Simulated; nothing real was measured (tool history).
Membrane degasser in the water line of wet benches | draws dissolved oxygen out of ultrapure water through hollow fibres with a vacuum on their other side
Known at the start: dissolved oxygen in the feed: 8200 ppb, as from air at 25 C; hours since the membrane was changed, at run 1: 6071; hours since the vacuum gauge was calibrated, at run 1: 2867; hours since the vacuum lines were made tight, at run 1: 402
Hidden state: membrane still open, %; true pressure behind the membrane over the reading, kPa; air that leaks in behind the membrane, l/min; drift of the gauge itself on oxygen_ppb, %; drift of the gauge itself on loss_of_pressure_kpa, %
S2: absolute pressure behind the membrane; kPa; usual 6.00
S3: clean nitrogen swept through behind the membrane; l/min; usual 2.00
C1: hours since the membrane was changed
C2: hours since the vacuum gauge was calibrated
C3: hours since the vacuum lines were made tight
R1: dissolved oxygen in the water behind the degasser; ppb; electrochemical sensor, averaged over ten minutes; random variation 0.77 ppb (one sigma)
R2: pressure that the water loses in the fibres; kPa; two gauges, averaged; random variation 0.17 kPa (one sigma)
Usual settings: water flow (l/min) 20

Run 1, hour 0.0: usual settings; C1 6071; C2 2867; C3 402. Result: R1 73.6 ppb, R2 27.50 kPa.
Run 2, hour 129.1: usual settings; C1 6200; C2 2996; C3 532. Result: R1 75.2 ppb, R2 26.95 kPa.
Run 3, hour 273.8: usual settings but S3 1.11 l/min; C1 6345; C2 3141; C3 676. Result: R1 124.8 ppb, R2 27.32 kPa.
At hour 517.4: vacuum gauge calibrated.
Run 4, hour 529.6: usual settings but S3 1.11 l/min; C1 6600; C2 12; C3 932. Result: R1 116.3 ppb, R2 27.42 kPa.
Run 5, hour 794.7: usual settings but S3 1.11 l/min; C1 6865; C2 277; C3 1197. Result: R1 118.1 ppb, R2 27.30 kPa.
Run 6, hour 1014.8: usual settings; C1 7085; C2 497; C3 1417. Result: R1 73.0 ppb, R2 27.62 kPa.
Run 7, hour 1150.3: usual settings; C1 7221; C2 633; C3 1552. Result: R1 72.8 ppb, R2 27.35 kPa.
Run 8, hour 1383.5: usual settings but S2 4.41 kPa; C1 7454; C2 866; C3 1785. Result: R1 35.6 ppb, R2 27.72 kPa.
Run 9, hour 1653.9: usual settings but S2 4.41 kPa; C1 7724; C2 1137; C3 2056. Result: R1 35.8 ppb, R2 27.53 kPa.
Run 10, hour 1889.7: usual settings but S2 4.41 kPa; C1 7960; C2 1372; C3 2292. Result: R1 36.1 ppb, R2 27.94 kPa.
Run 11, hour 2045.8: usual settings but S3 1.78 l/min; C1 8116; C2 1528; C3 2448. Result: R1 82.3 ppb, R2 27.53 kPa.
Run 12, hour 2197.9: usual settings but water flow (l/min) 25, S2 6.06 kPa, S3 1.78 l/min; C1 8268; C2 1681; C3 2600. Result: R1 112.9 ppb, R2 34.61 kPa.
Run 13, hour 2378.1: usual settings but S3 2.30 l/min; C1 8449; C2 1861; C3 2780. Result: R1 65.6 ppb, R2 27.68 kPa.
Run 14, hour 2625.9: usual settings but S3 2.30 l/min; C1 8696; C2 2109; C3 3028. Result: R1 65.8 ppb, R2 27.83 kPa.
Run 15, hour 2756.4: usual settings but S2 5.30 kPa; C1 8827; C2 2239; C3 3158. Result: R1 57.9 ppb, R2 27.70 kPa.
Run 16, hour 2927.7: usual settings but water flow (l/min) 22, S2 12.54 kPa, S3 1.26 l/min; C1 8998; C2 2410; C3 3330. Result: R1 365.4 ppb, R2 30.56 kPa.
Run 17, hour 3126.2: usual settings but water flow (l/min) 22, S2 12.54 kPa, S3 1.26 l/min; C1 9197; C2 2609; C3 3528. Result: R1 370.5 ppb, R2 30.45 kPa.
Run 18, hour 3238.5: usual settings but water flow (l/min) 17; C1 9309; C2 2721; C3 3640. Result: R1 60.9 ppb, R2 23.69 kPa.
Run 19, hour 3479.8: usual settings but water flow (l/min) 17; C1 9550; C2 2962; C3 3882. Result: R1 61.3 ppb, R2 23.47 kPa.

Forecast each of these 4 alternatives for the next run:
Run A, hour 3631.3: usual settings but water flow (l/min) 15, S2 13.57 kPa, S3 5.34 l/min; C1 9702; C2 3114; C3 4033. Result: R1 ?, R2 ?.
Run B, hour 3631.3: usual settings but water flow (l/min) 19, S2 10.40 kPa, S3 0.94 l/min; C1 9702; C2 3114; C3 4033. Result: R1 ?, R2 ?.
Run C, hour 3631.3: usual settings but water flow (l/min) 17, S3 5.27 l/min; C1 9702; C2 3114; C3 4033. Result: R1 ?, R2 ?.
Run D, hour 3631.3: usual settings but water flow (l/min) 30, S2 4.36 kPa, S3 3.19 l/min; C1 9702; C2 3114; C3 4033. Result: R1 ?, R2 ?.

run     R1     R2
  A   74.6  20.74
  B  318.6  26.01
  C   26.1  23.42
  D   76.2  41.67
Without the tool's hidden state the same runs would have given:
run     R1     R2
  A   72.4  19.71
  B  312.5  24.70
  C   24.4  22.25
  D   63.4  39.59
